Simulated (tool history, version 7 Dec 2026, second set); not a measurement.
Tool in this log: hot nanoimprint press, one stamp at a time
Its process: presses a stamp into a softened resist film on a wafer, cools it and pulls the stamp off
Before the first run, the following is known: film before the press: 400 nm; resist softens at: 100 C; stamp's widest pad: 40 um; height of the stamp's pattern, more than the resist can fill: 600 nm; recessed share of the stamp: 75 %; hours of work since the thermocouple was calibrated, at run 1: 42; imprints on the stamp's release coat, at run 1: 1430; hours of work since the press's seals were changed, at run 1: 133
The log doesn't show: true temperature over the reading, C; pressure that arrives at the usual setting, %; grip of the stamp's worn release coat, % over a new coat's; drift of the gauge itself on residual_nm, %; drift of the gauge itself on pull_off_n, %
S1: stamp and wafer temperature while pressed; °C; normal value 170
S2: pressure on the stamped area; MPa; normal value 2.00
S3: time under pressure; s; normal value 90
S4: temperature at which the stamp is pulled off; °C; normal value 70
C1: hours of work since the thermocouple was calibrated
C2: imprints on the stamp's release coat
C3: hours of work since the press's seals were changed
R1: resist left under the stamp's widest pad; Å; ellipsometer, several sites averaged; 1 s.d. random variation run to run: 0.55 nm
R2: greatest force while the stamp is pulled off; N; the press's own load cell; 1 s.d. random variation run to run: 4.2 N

run 1 hour=0.0 | S1=170 S2=2.00 S3=90 S4=70 | C1=42 C2=1430 C3=133 | R1=2066 R2=200
run 2 hour=11.0 | S1=170 S2=2.00 S3=90 S4=70 | C1=49 C2=1473 C3=140 | R1=2056 R2=209
run 3 hour=16.2 | S1=170 S2=2.24 S3=90 S4=70 | C1=52 C2=1493 C3=143 | R1=1958 R2=202
-- hour=33.1 stamp cleaned and given a new release coat
run 4 hour=33.6 | S1=170 S2=2.24 S3=90 S4=70 | C1=59 C2=2 C3=150 | R1=1957 R2=195
run 5 hour=40.9 | S1=170 S2=2.24 S3=90 S4=70 | C1=63 C2=30 C3=155 | R1=1960 R2=209
run 6 hour=48.6 | S1=170 S2=2.00 S3=90 S4=70 | C1=68 C2=60 C3=159 | R1=2065 R2=211
run 7 hour=58.9 | S1=170 S2=2.00 S3=90 S4=70 | C1=74 C2=100 C3=166 | R1=2064 R2=207
run 8 hour=64.6 | S1=170 S2=2.00 S3=46 S4=70 | C1=78 C2=122 C3=169 | R1=2529 R2=201
run 9 hour=73.6 | S1=170 S2=2.00 S3=90 S4=70 | C1=83 C2=157 C3=175 | R1=2063 R2=201
run 10 hour=84.8 | S1=177 S2=2.00 S3=90 S4=70 | C1=90 C2=201 C3=181 | R1=1639 R2=204
run 11 hour=90.9 | S1=177 S2=2.00 S3=90 S4=70 | C1=94 C2=225 C3=185 | R1=1636 R2=205
run 12 hour=101.7 | S1=170 S2=2.00 S3=90 S4=70 | C1=100 C2=267 C3=192 | R1=2055 R2=201
run 13 hour=111.7 | S1=170 S2=2.00 S3=90 S4=70 | C1=107 C2=306 C3=198 | R1=2064 R2=204
run 14 hour=117.3 | S1=170 S2=2.00 S3=90 S4=70 | C1=110 C2=328 C3=201 | R1=2058 R2=204
run 15 hour=122.8 | S1=170 S2=2.00 S3=90 S4=70 | C1=113 C2=349 C3=205 | R1=2075 R2=198
run 16 hour=130.7 | S1=170 S2=2.00 S3=90 S4=70 | C1=118 C2=379 C3=209 | R1=2051 R2=207
run 17 hour=138.8 | S1=168 S2=2.52 S3=90 S4=70 | C1=123 C2=411 C3=214 | R1=1978 R2=203
run 18 hour=147.4 | S1=165 S2=2.11 S3=90 S4=70 | C1=128 C2=445 C3=220 | R1=2349 R2=206
run 19 hour=152.5 | S1=170 S2=2.00 S3=85 S4=56 | C1=131 C2=464 C3=223 | R1=2105 R2=243
run 20 hour=157.4 | S1=170 S2=2.00 S3=90 S4=61 | C1=134 C2=483 C3=226 | R1=2062 R2=225
run 21 hour=164.3 | S1=177 S2=2.00 S3=90 S4=57 | C1=139 C2=510 C3=230 | R1=1639 R2=235
run 22 hour=174.9 | S1=179 S2=2.00 S3=57 S4=63 | C1=145 C2=552 C3=236 | R1=1815 R2=222
run 23 hour=182.7 | S1=171 S2=1.34 S3=77 S4=70 | C1=150 C2=582 C3=241 | R1=2492 R2=208
run 24 hour=192.7 | S1=171 S2=1.34 S3=77 S4=70 | C1=156 C2=621 C3=247 | R1=2478 R2=202
run 25 hour=201.7 | S1=170 S2=3.11 S3=55 S4=75 | C1=161 C2=656 C3=253 | R1=1979 R2=192
run 26 hour=212.7 | S1=170 S2=2.01 S3=55 S4=77 | C1=168 C2=699 C3=259 | R1=2397 R2=189
run 27 hour=217.5 | S1=170 S2=2.01 S3=55 S4=77 | C1=171 C2=717 C3=262 | R1=2410 R2=186
run 28 hour=226.7 | S1=167 S2=2.85 S3=97 S4=71 | C1=177 C2=753 C3=268 | R1=1882 R2=210
run 29 hour=232.7 | S1=167 S2=1.42 S3=64 S4=70 | C1=180 C2=776 C3=272 | R1=2831 R2=205
run 30 hour=237.4 | S1=167 S2=1.42 S3=64 S4=70 | C1=183 C2=795 C3=274 | R1=2836 R2=205
run 31 hour=247.4 | S1=171 S2=2.00 S3=158 S4=70 | C1=189 C2=833 C3=281 | R1=1636 R2=208

3 ways to go on from here, each from the tool as it stands after run 31. What would each give?
run A hour=255.1 | S1=177 S2=2.44 S3=158 S4=75 | C1=194 C2=864 C3=285 | R1=? R2=?
run B hour=255.1 | S1=171 S2=2.01 S3=158 S4=56 | C1=194 C2=864 C3=285 | R1=? R2=?
run C hour=255.1 | S1=170 S2=1.38 S3=110 S4=57 | C1=194 C2=864 C3=285 | R1=? R2=?

run=A R1=1189 R2=184
run=B R1=1620 R2=233
run=C R1=2280 R2=237
Take away the tool's hidden state, keep each run's random variation, and the runs would have read:
run=A R1=1189 R2=183
run=B R1=1621 R2=232
run=C R1=2280 R2=236

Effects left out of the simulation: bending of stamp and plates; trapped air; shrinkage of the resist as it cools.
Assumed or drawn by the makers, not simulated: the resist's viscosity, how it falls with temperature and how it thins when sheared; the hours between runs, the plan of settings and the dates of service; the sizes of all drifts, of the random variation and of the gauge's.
